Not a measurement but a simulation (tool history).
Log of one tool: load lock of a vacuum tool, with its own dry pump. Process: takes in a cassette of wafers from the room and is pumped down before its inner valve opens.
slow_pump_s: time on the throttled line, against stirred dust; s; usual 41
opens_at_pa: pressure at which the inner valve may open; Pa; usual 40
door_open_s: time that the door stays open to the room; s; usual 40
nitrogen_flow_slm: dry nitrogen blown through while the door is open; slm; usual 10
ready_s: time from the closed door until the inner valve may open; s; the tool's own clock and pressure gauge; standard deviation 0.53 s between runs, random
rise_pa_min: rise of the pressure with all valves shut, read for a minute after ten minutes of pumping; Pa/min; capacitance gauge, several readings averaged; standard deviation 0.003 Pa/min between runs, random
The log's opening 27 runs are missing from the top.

| run | hour | slow_pump_s | opens_at_pa | door_open_s | nitrogen_flow_slm | hours that the pump has run since its overhaul | times that the door has closed on its seal | incoming humidity of the room's air, % | ready_s | rise_pa_min |
|---|---|---|---|---|---|---|---|---|---|---|
| 28 | 5457.1 | 41 | 79 | 40 | 34 | 817 | 33739 | 47.1 | 73.8 | 0.305 |
| 29 | 5608.9 | 41 | 44 | 40 | 21 | 969 | 34053 | 44.0 | 77.3 | 0.305 |
| 30 | 5754.1 | 55 | 62 | 29 | 6 | 1114 | 34353 | 45.2 | 87.3 | 0.329 |
| 31 | 5952.2 | 56 | 53 | 158 | 20 | 1312 | 34763 | 45.6 | 88.6 | 0.338 |
| 32 | 6090.6 | 41 | 40 | 65 | 10 | 1451 | 35049 | 46.4 | 78.9 | 0.343 |
| 33 | 6374.8 | 41 | 40 | 65 | 10 | 1735 | 35637 | 42.6 | 78.8 | 0.353 |
| 34 | 6683.6 | 71 | 65 | 44 | 7 | 2044 | 36276 | 46.0 | 99.5 | 0.354 |
| 35 | 6945.9 | 71 | 65 | 44 | 7 | 2306 | 36819 | 45.5 | 98.8 | 0.358 |
| 36 | 7139.9 | 71 | 65 | 44 | 7 | 2500 | 37220 | 45.4 | 98.0 | 0.372 |
| 37 | 7344.2 | 71 | 65 | 111 | 7 | 2704 | 37643 | 45.5 | 98.9 | 0.389 |

Consider 3 possible next runs. They are alternatives, not a sequence: every one starts from the tool as it was left by run 37. What does each give?
| A | 7659.2 | 54 | 65 | 102 | 43 | 3019 | 38294 | 44.6 | ? | ? |
| B | 7659.2 | 71 | 65 | 111 | 12 | 3019 | 38294 | 50.9 | ? | ? |
| C | 7659.2 | 71 | 65 | 111 | 9 | 3019 | 38294 | 44.8 | ? | ? |

| run | ready_s | rise_pa_min |
|---|---|---|
| A | 86.1 | 0.378 |
| B | 99.0 | 0.401 |
| C | 99.3 | 0.411 |
Take away the tool's hidden state, keep each run's random variation, and the runs would have read:
| run | ready_s | rise_pa_min |
|---|---|---|
| A | 86.0 | 0.031 |
| B | 99.0 | 0.055 |
| C | 99.3 | 0.058 |
